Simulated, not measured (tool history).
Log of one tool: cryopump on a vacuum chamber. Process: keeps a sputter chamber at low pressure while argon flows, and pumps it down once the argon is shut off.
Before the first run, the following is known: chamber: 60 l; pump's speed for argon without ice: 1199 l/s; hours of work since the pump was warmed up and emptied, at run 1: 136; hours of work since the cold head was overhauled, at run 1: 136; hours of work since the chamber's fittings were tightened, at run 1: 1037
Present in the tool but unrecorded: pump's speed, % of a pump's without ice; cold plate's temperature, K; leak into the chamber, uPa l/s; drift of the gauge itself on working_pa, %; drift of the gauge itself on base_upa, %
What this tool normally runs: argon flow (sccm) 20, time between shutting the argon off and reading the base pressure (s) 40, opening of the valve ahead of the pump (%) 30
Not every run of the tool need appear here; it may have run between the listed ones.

| run | day | argon flow (sccm) | time between shutting the argon off and reading the base pressure (s) | opening of the valve ahead of the pump (%) | hours of work since the pump was warmed up and emptied | hours of work since the cold head was overhauled | hours of work since the chamber's fittings were tightened | pressure while argon flows (Pa) | pressure after the wait (uPa) |
|---|---|---|---|---|---|---|---|---|---|
| 1 | 0.000 | 20 | 40 | 30 | 136 | 136 | 1037 | 0.0956 | 3.24 |
| 2 | 0.842 | 20 | 40 | 30 | 151 | 151 | 1052 | 0.0959 | 3.29 |
| 3 | 1.246 | 20 | 40 | 30 | 158 | 158 | 1059 | 0.0966 | 3.23 |
| 4 | 1.712 | 20 | 139 | 30 | 166 | 166 | 1067 | 0.0965 | 1.28 |
| 5 | 2.088 | 20 | 40 | 30 | 172 | 172 | 1073 | 0.0956 | 3.27 |
| 6 | 2.512 | 20 | 40 | 30 | 179 | 179 | 1080 | 0.0958 | 3.24 |
| 7 | 3.125 | 20 | 40 | 30 | 190 | 190 | 1091 | 0.0968 | 3.30 |
| 8 | 4.008 | 20 | 40 | 30 | 205 | 205 | 1106 | 0.0953 | 3.28 |
| 9 | 4.554 | 23 | 239 | 30 | 215 | 215 | 1116 | 0.1102 | 0.99 |
| 10 | 5.083 | 40 | 45 | 17 | 224 | 224 | 1125 | 0.3349 | 2.95 |
| 11 | 5.662 | 40 | 45 | 17 | 234 | 234 | 1135 | 0.3350 | 2.98 |
| 12 | 6.167 | 19 | 45 | 29 | 243 | 243 | 1144 | 0.0950 | 3.01 |
| 13 | 6.921 | 9 | 130 | 21 | 256 | 256 | 1157 | 0.0619 | 1.43 |
| 14 | 7.292 | 14 | 40 | 21 | 262 | 262 | 1163 | 0.0967 | 3.24 |
| 15 | 7.838 | 14 | 40 | 21 | 271 | 271 | 1172 | 0.0960 | 3.37 |
| 16 | 8.296 | 14 | 40 | 21 | 279 | 279 | 1180 | 0.0966 | 3.29 |

How would selected steps in pressure while argon flows (Pa) from run to run divide? Give the signed amount a tool lacking its hidden state would still show from settings, what came in and random variation, and the signed amount left for the hidden state, including any gauge scatter that is not in both of the compared results.
Run 11 -> 12: argon flow (sccm) 40 -> 19, opening of the valve ahead of the pump (%) 17 -> 29. pressure while argon flows (Pa) -0.2400: hidden state -0.0028, all else -0.2372.
